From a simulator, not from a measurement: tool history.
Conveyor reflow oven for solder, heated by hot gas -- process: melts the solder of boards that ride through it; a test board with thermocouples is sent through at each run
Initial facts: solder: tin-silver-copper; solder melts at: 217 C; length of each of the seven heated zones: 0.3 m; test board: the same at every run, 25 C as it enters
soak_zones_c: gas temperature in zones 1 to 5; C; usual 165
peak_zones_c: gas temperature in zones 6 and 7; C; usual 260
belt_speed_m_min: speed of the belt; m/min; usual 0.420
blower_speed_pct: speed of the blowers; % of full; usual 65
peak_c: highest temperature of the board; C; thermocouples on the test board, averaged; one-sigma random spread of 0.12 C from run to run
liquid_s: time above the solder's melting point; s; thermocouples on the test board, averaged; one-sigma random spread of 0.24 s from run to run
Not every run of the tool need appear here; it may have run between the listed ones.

| run | hour | soak_zones_c | peak_zones_c | belt_speed_m_min | blower_speed_pct | peak_c | liquid_s |
|---|---|---|---|---|---|---|---|
| 1 | 0.0 | 165 | 260 | 0.420 | 65 | 239.9 | 47.6 |
| 2 | 60.0 | 165 | 260 | 0.420 | 65 | 239.8 | 47.2 |
| 3 | 106.8 | 165 | 260 | 0.420 | 65 | 239.8 | 47.0 |
| 4 | 150.1 | 165 | 260 | 0.413 | 65 | 240.0 | 49.2 |
|  | 170.1 | flux residue cleaned out of gas plates and filters |
| 5 | 189.9 | 165 | 260 | 0.413 | 65 | 241.4 | 51.1 |
| 6 | 241.1 | 171 | 260 | 0.420 | 65 | 242.1 | 52.6 |
| 7 | 295.1 | 171 | 260 | 0.420 | 65 | 241.8 | 52.8 |
|  | 360.9 | thermocouples of zones 6 and 7 changed |
| 8 | 362.5 | 171 | 260 | 0.420 | 65 | 240.0 | 50.4 |
| 9 | 406.5 | 171 | 260 | 0.420 | 65 | 240.0 | 50.4 |
| 10 | 474.7 | 171 | 260 | 0.420 | 65 | 239.8 | 50.5 |
| 11 | 539.0 | 171 | 260 | 0.420 | 65 | 239.9 | 50.5 |
| 12 | 577.1 | 171 | 260 | 0.420 | 58 | 237.5 | 46.3 |
|  | 622.0 | flux residue cleaned out of gas plates and filters |
| 13 | 655.4 | 171 | 251 | 0.420 | 82 | 237.2 | 49.3 |
| 14 | 730.6 | 165 | 255 | 0.420 | 55 | 231.8 | 35.3 |
| 15 | 806.2 | 168 | 263 | 0.349 | 74 | 250.6 | 76.7 |
| 16 | 857.4 | 168 | 263 | 0.349 | 74 | 250.4 | 76.3 |
| 17 | 932.0 | 168 | 266 | 0.349 | 74 | 253.2 | 79.1 |
| 18 | 998.1 | 168 | 266 | 0.349 | 74 | 253.2 | 78.5 |
| 19 | 1039.6 | 168 | 266 | 0.349 | 74 | 253.0 | 78.2 |
|  | 1069.3 | flux residue cleaned out of gas plates and filters |
| 20 | 1095.2 | 168 | 266 | 0.432 | 74 | 247.5 | 56.4 |
| 21 | 1131.5 | 154 | 260 | 0.472 | 65 | 232.8 | 29.7 |
| 22 | 1200.5 | 164 | 274 | 0.394 | 57 | 251.5 | 63.5 |
|  | 1208.6 | belt drive overhauled, speed set with a stopwatch |
| 23 | 1248.9 | 165 | 269 | 0.420 | 65 | 246.3 | 53.4 |

Hidden state or all else? Some run-to-run changes of peak_c, split into what the settings, what came in and random variation would give without the hidden state, and what is left for the hidden state (with any gauge scatter that isn't in both results):
Hidden state present: heat that the gas passes to the board, % of a clean oven's; belt's true speed, % of the reading; true gas temperature in zones 6 and 7 over the reading, C; drift of the gauge itself on peak_c, C; drift of the gauge itself on liquid_s, %.
Run 7 -> 8: thermocouples of zones 6 and 7 changed. peak_c -1.8 C: hidden state -1.8, all else +0.0.
Run 14 -> 15: soak_zones_c 165 -> 168, peak_zones_c 255 -> 263, belt_speed_m_min 0.420 -> 0.349, blower_speed_pct 55 -> 74. peak_c +18.8 C: hidden state -0.4, all else +19.2.
Run 21 -> 22: soak_zones_c 154 -> 164, peak_zones_c 260 -> 274, belt_speed_m_min 0.472 -> 0.394, blower_speed_pct 65 -> 57. peak_c +18.7 C: hidden state -0.1, all else +18.8.
Run 22 -> 23: soak_zones_c 164 -> 165, peak_zones_c 274 -> 269, belt_speed_m_min 0.394 -> 0.420, blower_speed_pct 57 -> 65, belt drive overhauled, speed set with a stopwatch. peak_c -5.2 C: hidden state -1.4, all else -3.8.
